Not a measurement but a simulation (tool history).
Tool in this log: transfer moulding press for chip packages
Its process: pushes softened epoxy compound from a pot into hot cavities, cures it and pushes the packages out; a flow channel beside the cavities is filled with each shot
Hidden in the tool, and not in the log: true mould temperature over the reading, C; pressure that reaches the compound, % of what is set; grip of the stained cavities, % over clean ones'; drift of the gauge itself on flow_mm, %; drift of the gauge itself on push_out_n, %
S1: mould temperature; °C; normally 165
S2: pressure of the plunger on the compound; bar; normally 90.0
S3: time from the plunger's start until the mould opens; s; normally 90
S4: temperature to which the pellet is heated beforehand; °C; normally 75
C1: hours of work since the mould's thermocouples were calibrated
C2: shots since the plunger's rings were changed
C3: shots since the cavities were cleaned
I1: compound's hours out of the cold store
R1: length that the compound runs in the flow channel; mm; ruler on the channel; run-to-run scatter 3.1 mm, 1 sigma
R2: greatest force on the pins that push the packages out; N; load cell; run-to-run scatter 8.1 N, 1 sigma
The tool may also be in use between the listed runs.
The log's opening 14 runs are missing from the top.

run	hour	S1	S2	S3	S4	C1	C2	C3	I1	R1	R2
15	100.3	165	90.0	90	79	236	1764	104	22.1	660	395
16	104.5	165	90.0	90	79	239	1820	160	38.1	626	399
17	109.9	165	101.7	90	79	243	1892	232	29.2	679	433
18	114.7	165	75.8	90	81	246	1954	294	26.2	600	428
19	124.3	170	90.0	90	75	253	2081	421	24.4	645	415
20	131.7	170	72.0	112	84	258	2180	520	10.0	603	406
21	136.0	165	82.4	123	76	261	2236	576	22.2	631	400
# hour 145.5: cavities cleaned with cleaning compound and waxed
22	146.8	165	82.4	123	76	267	2359	17	22.2	627	291
23	154.3	165	82.4	123	72	272	2458	116	28.2	617	321
24	163.8	165	79.7	115	82	279	2584	242	15.8	633	353
25	170.8	165	68.3	104	75	284	2676	334	33.4	550	392
26	175.4	165	68.3	104	75	287	2737	395	45.6	537	381
27	184.1	165	68.3	104	75	293	2852	510	8.5	599	453
28	192.7	165	68.3	104	75	299	2966	624	9.7	596	463
# hour 198.4: cavities cleaned with cleaning compound and waxed
29	203.7	164	85.6	113	81	305	3092	71	36.4	614	308
30	210.7	161	100.0	89	70	310	3184	163	34.5	665	504

What if the next run were any one of these 3? Each begins from the tool's condition after run 30:
A	218.2	165	90.0	90	71	315	3283	262	42.6	?	?
B	218.2	172	100.0	92	77	315	3283	262	24.1	?	?
C	218.2	162	82.7	120	75	315	3283	262	10.5	?	?

run	R1	R2
A	612	423
B	669	357
C	654	379
Take away the tool's hidden state, keep each run's random variation, and the runs would have read:
run	R1	R2
A	637	343
B	696	280
C	680	300

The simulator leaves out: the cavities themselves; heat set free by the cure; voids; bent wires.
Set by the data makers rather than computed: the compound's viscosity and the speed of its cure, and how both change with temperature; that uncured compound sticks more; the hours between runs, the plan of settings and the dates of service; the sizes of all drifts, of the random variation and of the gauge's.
